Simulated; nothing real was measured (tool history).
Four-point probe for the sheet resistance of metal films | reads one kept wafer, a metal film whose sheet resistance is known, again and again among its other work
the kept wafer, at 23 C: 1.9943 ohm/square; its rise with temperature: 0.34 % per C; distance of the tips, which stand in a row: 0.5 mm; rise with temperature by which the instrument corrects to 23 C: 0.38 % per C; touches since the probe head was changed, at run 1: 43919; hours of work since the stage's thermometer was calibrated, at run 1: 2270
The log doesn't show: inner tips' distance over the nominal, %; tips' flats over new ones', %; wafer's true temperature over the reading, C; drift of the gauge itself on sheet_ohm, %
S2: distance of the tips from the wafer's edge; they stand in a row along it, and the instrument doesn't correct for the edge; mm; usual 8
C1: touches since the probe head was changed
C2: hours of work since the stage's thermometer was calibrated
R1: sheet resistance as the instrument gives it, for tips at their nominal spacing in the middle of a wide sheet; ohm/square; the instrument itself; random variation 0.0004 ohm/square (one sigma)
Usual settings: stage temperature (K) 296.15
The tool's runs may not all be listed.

Run 1, hour 0: usual settings; C1 43919; C2 2270. Result: R1 2.000156 ohm/square.
At hour 45.2: stage's thermometer calibrated.
Run 2, hour 56.3: usual settings; C1 44972; C2 5. Result: R1 1.998904 ohm/square.
Run 3, hour 104.3: usual settings; C1 45877; C2 27. Result: R1 1.997499 ohm/square.
Run 4, hour 159.8: usual settings; C1 46923; C2 53. Result: R1 1.998771 ohm/square.
Run 5, hour 232.1: usual settings; C1 48288; C2 86. Result: R1 1.998759 ohm/square.
At hour 299.2: stage's thermometer calibrated, once more.
Run 6, hour 307.6: usual settings; C1 49702; C2 4. Result: R1 2.003122 ohm/square.
Run 7, hour 376.2: usual settings but stage temperature (K) 292.15; C1 50996; C2 36. Result: R1 2.006706 ohm/square.
Run 8, hour 449.1: usual settings but stage temperature (K) 292.15; C1 52371; C2 69. Result: R1 2.007954 ohm/square.
Run 9, hour 494.6: usual settings but stage temperature (K) 292.15; C1 53229; C2 90. Result: R1 2.007723 ohm/square.
Run 10, hour 534.9: usual settings but stage temperature (K) 292.15; C1 53990; C2 109. Result: R1 2.00751 ohm/square.
Run 11, hour 569.8: usual settings but stage temperature (K) 292.15; C1 54648; C2 125. Result: R1 2.006869 ohm/square.
Run 12, hour 641.7: usual settings but stage temperature (K) 292.15; C1 56004; C2 158. Result: R1 2.007465 ohm/square.
Run 13, hour 685.4: usual settings; C1 56828; C2 178. Result: R1 2.004291 ohm/square.
Run 14, hour 740.7: usual settings; C1 57872; C2 204. Result: R1 2.00436 ohm/square.
Run 15, hour 809.9: usual settings; C1 59177; C2 236. Result: R1 2.004303 ohm/square.
Run 16, hour 879.2: usual settings; C1 60484; C2 268. Result: R1 2.004639 ohm/square.
Run 17, hour 926.3: usual settings; C1 61372; C2 289. Result: R1 2.004195 ohm/square.
Run 18, hour 1000.6: usual settings; C1 62774; C2 324. Result: R1 2.003941 ohm/square.
Run 19, hour 1057.8: usual settings but stage temperature (K) 291.15; C1 63854; C2 350. Result: R1 2.00984 ohm/square.
Run 20, hour 1130.9: usual settings but stage temperature (K) 291.15; C1 65233; C2 384. Result: R1 2.009382 ohm/square.
Run 21, hour 1205.5: usual settings; C1 66639; C2 418. Result: R1 2.005583 ohm/square.
Run 22, hour 1262.8: usual settings; C1 67721; C2 445. Result: R1 2.006067 ohm/square.
Run 23, hour 1319: usual settings but stage temperature (K) 297.15, S2 15 mm; C1 68781; C2 470. Result: R1 2.000794 ohm/square.
Run 24, hour 1352.2: usual settings but stage temperature (K) 304.15, S2 4 mm; C1 69406; C2 486. Result: R1 2.010277 ohm/square.
Run 25, hour 1398.9: usual settings but stage temperature (K) 304.15, S2 4 mm; C1 70287; C2 507. Result: R1 2.010403 ohm/square.
Run 26, hour 1441.2: usual settings but stage temperature (K) 304.15, S2 4 mm; C1 71085; C2 527. Result: R1 2.010183 ohm/square.
Run 27, hour 1507.3: usual settings but stage temperature (K) 301.15, S2 32 mm; C1 72332; C2 557. Result: R1 1.996883 ohm/square.
Run 28, hour 1539.7: usual settings but stage temperature (K) 298.15, S2 10 mm; C1 72943; C2 572. Result: R1 2.002378 ohm/square.
Run 29, hour 1579.1: usual settings but stage temperature (K) 298.15, S2 10 mm; C1 73687; C2 590. Result: R1 2.002094 ohm/square.
Run 30, hour 1655.9: usual settings but stage temperature (K) 298.15, S2 58 mm; C1 75135; C2 626. Result: R1 1.999816 ohm/square.
Run 31, hour 1725.5: usual settings but stage temperature (K) 304.15, S2 58 mm; C1 76448; C2 658. Result: R1 1.994044 ohm/square.
Run 32, hour 1758.8: usual settings but stage temperature (K) 304.15, S2 58 mm; C1 77077; C2 673. Result: R1 1.995158 ohm/square.
Run 33, hour 1803.5: usual settings but stage temperature (K) 302.15; C1 77920; C2 694. Result: R1 2.000117 ohm/square.
Run 34, hour 1837.3: usual settings but stage temperature (K) 302.15; C1 78557; C2 710. Result: R1 2.000674 ohm/square.
Run 35, hour 1876.5: usual settings but stage temperature (K) 302.15, S2 23 mm; C1 79296; C2 728. Result: R1 1.997264 ohm/square.
Run 36, hour 1938.4: usual settings but stage temperature (K) 295.15, S2 7 mm; C1 80465; C2 756. Result: R1 2.007892 ohm/square.
Run 37, hour 1975.6: usual settings but S2 63 mm; C1 81166; C2 773. Result: R1 2.003211 ohm/square.
Run 38, hour 2027.8: usual settings but stage temperature (K) 295.15, S2 10 mm; C1 82150; C2 797. Result: R1 2.0057 ohm/square.
Run 39, hour 2092.6: usual settings but stage temperature (K) 295.15, S2 10 mm; C1 83373; C2 827. Result: R1 2.005483 ohm/square.
Run 40, hour 2144.6: usual settings but stage temperature (K) 301.15, S2 64 mm; C1 84354; C2 851. Result: R1 1.998024 ohm/square.
Run 41, hour 2220.5: usual settings but S2 62 mm; C1 85784; C2 886. Result: R1 2.001898 ohm/square.
Run 42, hour 2257.1: usual settings but stage temperature (K) 299.15, S2 33 mm; C1 86475; C2 903. Result: R1 2.000443 ohm/square.
Run 43, hour 2322.6: usual settings but stage temperature (K) 297.15, S2 5 mm; C1 87712; C2 933. Result: R1 2.012678 ohm/square.
Run 44, hour 2368.2: usual settings but stage temperature (K) 297.15, S2 5 mm; C1 88572; C2 955. Result: R1 2.012443 ohm/square.

4 ways to go on from here, each from the tool as it stands after run 44. What would each give?
Run A, hour 2401.9: usual settings but stage temperature (K) 307.15, S2 58 mm; C1 89207; C2 970. Result: R1 ?.
Run B, hour 2401.9: usual settings but stage temperature (K) 297.15, S2 17 mm; C1 89207; C2 970. Result: R1 ?.
Run C, hour 2401.9: usual settings but S2 4 mm; C1 89207; C2 970. Result: R1 ?.
Run D, hour 2401.9: usual settings but S2 22 mm; C1 89207; C2 970. Result: R1 ?.

run        R1
  A  1.993096
  B  2.002644
  C  2.018986
  D  2.002967
Without the tool's hidden state the same runs would have given:
run        R1
  A  1.984602
  B   1.99416
  C  2.010445
  D  1.994487
